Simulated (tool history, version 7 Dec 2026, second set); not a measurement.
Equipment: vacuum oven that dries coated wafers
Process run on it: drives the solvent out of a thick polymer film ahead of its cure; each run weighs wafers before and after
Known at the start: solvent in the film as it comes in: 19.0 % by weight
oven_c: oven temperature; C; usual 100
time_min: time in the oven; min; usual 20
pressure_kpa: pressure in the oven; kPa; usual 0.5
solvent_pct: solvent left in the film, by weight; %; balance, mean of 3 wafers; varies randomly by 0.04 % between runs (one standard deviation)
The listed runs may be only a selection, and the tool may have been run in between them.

run 1 hour=0 | oven_c=100 time_min=20 pressure_kpa=0.5 | solvent_pct=4.47
run 2 hour=12.7 | oven_c=100 time_min=22 pressure_kpa=0.5 | solvent_pct=4.02
run 3 hour=26.8 | oven_c=100 time_min=22 pressure_kpa=0.5 | solvent_pct=4.01
run 4 hour=39.4 | oven_c=100 time_min=20 pressure_kpa=0.5 | solvent_pct=4.52
run 5 hour=48.1 | oven_c=100 time_min=20 pressure_kpa=0.5 | solvent_pct=4.47
run 6 hour=59.9 | oven_c=100 time_min=20 pressure_kpa=0.5 | solvent_pct=4.4
run 7 hour=65.8 | oven_c=100 time_min=20 pressure_kpa=0.5 | solvent_pct=4.48
run 8 hour=79.9 | oven_c=100 time_min=20 pressure_kpa=0.5 | solvent_pct=4.46
run 9 hour=92.5 | oven_c=100 time_min=20 pressure_kpa=0.5 | solvent_pct=4.37
run 10 hour=100.8 | oven_c=100 time_min=20 pressure_kpa=0.5 | solvent_pct=4.45
run 11 hour=110.4 | oven_c=100 time_min=20 pressure_kpa=0.5 | solvent_pct=4.43
run 12 hour=121 | oven_c=100 time_min=20 pressure_kpa=0.5 | solvent_pct=4.41
run 13 hour=133.9 | oven_c=100 time_min=20 pressure_kpa=0.5 | solvent_pct=4.48
run 14 hour=141.8 | oven_c=100 time_min=20 pressure_kpa=0.5 | solvent_pct=4.41
run 15 hour=156.3 | oven_c=112 time_min=20 pressure_kpa=0.5 | solvent_pct=0.96
run 16 hour=165.3 | oven_c=100 time_min=20 pressure_kpa=0.5 | solvent_pct=4.48
run 17 hour=174.6 | oven_c=100 time_min=20 pressure_kpa=0.5 | solvent_pct=4.41
run 18 hour=186.2 | oven_c=103 time_min=20 pressure_kpa=0.5 | solvent_pct=3.29
run 19 hour=192.4 | oven_c=100 time_min=20 pressure_kpa=0.5 | solvent_pct=4.44
run 20 hour=206 | oven_c=100 time_min=20 pressure_kpa=0.5 | solvent_pct=4.43
run 21 hour=215.8 | oven_c=100 time_min=20 pressure_kpa=0.5 | solvent_pct=4.45
run 22 hour=225.4 | oven_c=100 time_min=20 pressure_kpa=0.5 | solvent_pct=4.41
run 23 hour=233.7 | oven_c=99 time_min=20 pressure_kpa=0.5 | solvent_pct=4.9
run 24 hour=241.3 | oven_c=99 time_min=20 pressure_kpa=0.5 | solvent_pct=4.85
run 25 hour=255.2 | oven_c=99 time_min=20 pressure_kpa=0.5 | solvent_pct=4.8
run 26 hour=268.5 | oven_c=99 time_min=20 pressure_kpa=0.5 | solvent_pct=4.8
run 27 hour=276.4 | oven_c=96 time_min=13 pressure_kpa=0.317 | solvent_pct=8.31
run 28 hour=284.1 | oven_c=100 time_min=20 pressure_kpa=0.5 | solvent_pct=4.39
run 29 hour=292.3 | oven_c=97 time_min=12 pressure_kpa=0.445 | solvent_pct=8.38
run 30 hour=303.2 | oven_c=106 time_min=13 pressure_kpa=0.362 | solvent_pct=4.51
run 31 hour=311.8 | oven_c=106 time_min=13 pressure_kpa=0.362 | solvent_pct=4.36
run 32 hour=325.5 | oven_c=90 time_min=14 pressure_kpa=0.522 | solvent_pct=10.08
run 33 hour=336.4 | oven_c=94 time_min=11 pressure_kpa=0.9 | solvent_pct=9.93
run 34 hour=348.2 | oven_c=93 time_min=28 pressure_kpa=1.268 | solvent_pct=5.64
run 35 hour=360.8 | oven_c=93 time_min=15 pressure_kpa=0.486 | solvent_pct=8.65
run 36 hour=369 | oven_c=108 time_min=23 pressure_kpa=0.5 | solvent_pct=1.3
run 37 hour=382.3 | oven_c=96 time_min=18 pressure_kpa=1.218 | solvent_pct=6.81
run 38 hour=390.6 | oven_c=103 time_min=34 pressure_kpa=0.369 | solvent_pct=1.19
run 39 hour=403.6 | oven_c=96 time_min=34 pressure_kpa=0.492 | solvent_pct=3.11
run 40 hour=412.2 | oven_c=96 time_min=13 pressure_kpa=0.944 | solvent_pct=8.53
run 41 hour=423.2 | oven_c=96 time_min=24 pressure_kpa=0.944 | solvent_pct=5.14
run 42 hour=429.1 | oven_c=100 time_min=22 pressure_kpa=0.461 | solvent_pct=3.87
run 43 hour=437.6 | oven_c=100 time_min=18 pressure_kpa=0.461 | solvent_pct=4.92
run 44 hour=444.4 | oven_c=115 time_min=22 pressure_kpa=0.87 | solvent_pct=0.54
run 45 hour=454.1 | oven_c=115 time_min=22 pressure_kpa=0.87 | solvent_pct=0.5
run 46 hour=464.9 | oven_c=94 time_min=11 pressure_kpa=0.87 | solvent_pct=10.06
run 47 hour=477.3 | oven_c=94 time_min=11 pressure_kpa=0.87 | solvent_pct=9.89

A few steps of solvent_pct between consecutive runs. Split each: what settings, incoming material and random variation would produce without the hidden state, and what is left over for the hidden state, along with gauge scatter present in only one of the two compared results (measured, and without hidden state):
What the log doesn't record here: true wafer temperature over the reading, C; true pressure over the reading, kPa; drift of the gauge itself on solvent_pct, %.
Run 31 -> 32: oven_c 106 -> 90, time_min 13 -> 14, pressure_kpa 0.362 -> 0.522. solvent_pct +5.72 %: hidden state +0.02, all else +5.7.
Run 35 -> 36: oven_c 93 -> 108, time_min 15 -> 23, pressure_kpa 0.486 -> 0.5. solvent_pct -7.35 %: hidden state +0.06, all else -7.41.
Run 37 -> 38: oven_c 96 -> 103, time_min 18 -> 34, pressure_kpa 1.218 -> 0.369. solvent_pct -5.62 %: hidden state +0.09, all else -5.71.
Run 43 -> 44: oven_c 100 -> 115, time_min 18 -> 22, pressure_kpa 0.461 -> 0.87. solvent_pct -4.38 %: hidden state +0.1, all else -4.48.
Run 45 -> 46: oven_c 115 -> 94, time_min 22 -> 11. solvent_pct +9.56 %: hidden state -0.1, all else +9.66.

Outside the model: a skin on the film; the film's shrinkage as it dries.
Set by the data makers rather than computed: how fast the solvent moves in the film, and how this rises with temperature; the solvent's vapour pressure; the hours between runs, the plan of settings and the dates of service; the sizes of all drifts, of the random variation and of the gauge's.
